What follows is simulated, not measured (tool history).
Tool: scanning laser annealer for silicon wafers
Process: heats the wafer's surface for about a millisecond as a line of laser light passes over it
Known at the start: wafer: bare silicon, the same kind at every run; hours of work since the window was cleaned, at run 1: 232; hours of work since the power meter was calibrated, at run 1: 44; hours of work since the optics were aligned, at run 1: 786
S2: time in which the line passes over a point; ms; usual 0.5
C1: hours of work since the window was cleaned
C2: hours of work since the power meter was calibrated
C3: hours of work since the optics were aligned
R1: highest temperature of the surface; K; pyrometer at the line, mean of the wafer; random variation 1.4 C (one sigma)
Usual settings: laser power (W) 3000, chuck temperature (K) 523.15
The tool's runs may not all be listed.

run 1 hour=0 | laser_power_(W)=3000 S2=0.5 chuck_temperature_(K)=523.15 | C1=232 C2=44 C3=786 | R1=1245.15
run 2 hour=12.9 | laser_power_(W)=3000 S2=0.5 chuck_temperature_(K)=523.15 | C1=241 C2=53 C3=795 | R1=1244.15
run 3 hour=26.4 | laser_power_(W)=3000 S2=0.5 chuck_temperature_(K)=523.15 | C1=251 C2=63 C3=805 | R1=1246.15
run 4 hour=39.6 | laser_power_(W)=3000 S2=0.5 chuck_temperature_(K)=523.15 | C1=261 C2=73 C3=815 | R1=1244.15
run 5 hour=56.6 | laser_power_(W)=3000 S2=0.5 chuck_temperature_(K)=523.15 | C1=274 C2=86 C3=827 | R1=1241.15
run 6 hour=69.3 | laser_power_(W)=3000 S2=0.5 chuck_temperature_(K)=523.15 | C1=283 C2=95 C3=837 | R1=1243.15
run 7 hour=81.9 | laser_power_(W)=3000 S2=0.5 chuck_temperature_(K)=523.15 | C1=292 C2=104 C3=846 | R1=1244.15
run 8 hour=89.5 | laser_power_(W)=3000 S2=0.5 chuck_temperature_(K)=523.15 | C1=298 C2=110 C3=852 | R1=1242.15
-- hour=92.4 window over the wafer cleaned
run 9 hour=99.1 | laser_power_(W)=3000 S2=0.499 chuck_temperature_(K)=523.15 | C1=5 C2=115 C3=857 | R1=1237.15
run 10 hour=112.1 | laser_power_(W)=3088 S2=0.54 chuck_temperature_(K)=498.15 | C1=14 C2=125 C3=867 | R1=1267.15
run 11 hour=122.1 | laser_power_(W)=3222 S2=0.5 chuck_temperature_(K)=523.15 | C1=22 C2=132 C3=874 | R1=1300.15
run 12 hour=130.8 | laser_power_(W)=3222 S2=0.5 chuck_temperature_(K)=523.15 | C1=28 C2=139 C3=881 | R1=1300.15
run 13 hour=146 | laser_power_(W)=3222 S2=0.5 chuck_temperature_(K)=523.15 | C1=39 C2=150 C3=892 | R1=1299.15
run 14 hour=154.7 | laser_power_(W)=3049 S2=0.507 chuck_temperature_(K)=545.15 | C1=46 C2=156 C3=898 | R1=1277.15
run 15 hour=162.9 | laser_power_(W)=3049 S2=0.507 chuck_temperature_(K)=545.15 | C1=52 C2=162 C3=904 | R1=1277.15
run 16 hour=172.5 | laser_power_(W)=3284 S2=0.447 chuck_temperature_(K)=538.15 | C1=59 C2=169 C3=911 | R1=1290.15
run 17 hour=187.7 | laser_power_(W)=3284 S2=0.447 chuck_temperature_(K)=538.15 | C1=70 C2=181 C3=922 | R1=1292.15

Forecast each of these 3 alternatives for the next run:
-- hour=198.4 window over the wafer cleaned, once more
run A hour=201.9 | laser_power_(W)=3284 S2=0.447 chuck_temperature_(K)=521.15 | C1=3 C2=190 C3=931 | R1=?
-- hour=198.4 window over the wafer cleaned, once more
run B hour=201.9 | laser_power_(W)=3280 S2=0.5 chuck_temperature_(K)=523.15 | C1=3 C2=190 C3=931 | R1=?
-- hour=198.4 window over the wafer cleaned, once more
run C hour=201.9 | laser_power_(W)=3293 S2=0.488 chuck_temperature_(K)=523.15 | C1=3 C2=190 C3=931 | R1=?

run=A R1=1293.15
run=B R1=1330.15
run=C R1=1324.15
Without the tool's hidden state the same runs would have given:
run=A R1=1311.15
run=B R1=1348.15
run=C R1=1342.15
